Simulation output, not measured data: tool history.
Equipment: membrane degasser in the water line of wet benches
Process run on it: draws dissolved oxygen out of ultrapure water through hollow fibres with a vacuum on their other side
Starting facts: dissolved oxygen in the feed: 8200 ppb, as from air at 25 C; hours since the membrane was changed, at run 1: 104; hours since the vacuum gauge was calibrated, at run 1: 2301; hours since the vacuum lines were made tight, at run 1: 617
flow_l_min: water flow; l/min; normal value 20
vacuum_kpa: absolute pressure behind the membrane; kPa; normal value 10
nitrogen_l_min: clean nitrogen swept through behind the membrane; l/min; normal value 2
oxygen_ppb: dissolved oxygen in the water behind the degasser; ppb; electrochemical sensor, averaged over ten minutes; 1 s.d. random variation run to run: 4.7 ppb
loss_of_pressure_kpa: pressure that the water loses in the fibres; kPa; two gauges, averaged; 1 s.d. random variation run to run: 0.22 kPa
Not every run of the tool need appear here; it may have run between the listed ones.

run   hour  flow_l_min  vacuum_kpa  nitrogen_l_min  hours since the membrane was changed  hours since the vacuum gauge was calibrated  hours since the vacuum lines were made tight  oxygen_ppb  loss_of_pressure_kpa
  1      0          20          10               2                                   104                                         2301                                           617         488                 52.43
  2   22.8          20          10               2                                   127                                         2323                                           640       469.8                 52.89
  3   55.5          20          10               2                                   159                                         2356                                           673       482.3                 53.03
  4   80.8          20          10               2                                   185                                         2381                                           698       474.3                 52.61
  5  112.3          20          10               2                                   216                                         2413                                           730       475.6                 53.11
  6  131.9          22          10            1.31                                   236                                         2432                                           749       619.4                 58.06
  7  163.1          22          10            1.31                                   267                                         2464                                           780       613.6                 57.94
  8  196.3          22         9.9            2.06                                   300                                         2497                                           814       536.6                 58.09
  9  231.8          14         8.8            2.11                                   336                                         2532                                           849         281                 37.14
 10  270.2          14        21.2            2.11                                   374                                         2571                                           888       456.5                 36.93

Below are 5 alternative next runs, each starting from the tool's condition after run 10. Predict each:
  A  305.3          18        16.7             0.9                                   409                                         2606                                           923           ?                     ?
  B  305.3          14         7.7            5.88                                   409                                         2606                                           923           ?                     ?
  C  305.3          17         7.6            2.11                                   409                                         2606                                           923           ?                     ?
  D  305.3          31        12.1               2                                   409                                         2606                                           923           ?                     ?
  E  305.3          15        21.2            2.11                                   409                                         2606                                           923           ?                     ?

run  oxygen_ppb  loss_of_pressure_kpa
  A       823.9                 47.21
  B         216                 36.87
  C       332.3                 44.74
  D       855.5                 81.95
  E         497                 39.29
Stripped of hidden state, with their random variation kept, the same runs would have yielded:
run  oxygen_ppb  loss_of_pressure_kpa
  A       817.3                 47.12
  B       213.9                  36.8
  C       328.6                 44.65
  D       849.3                 81.78
  E       492.7                  39.2
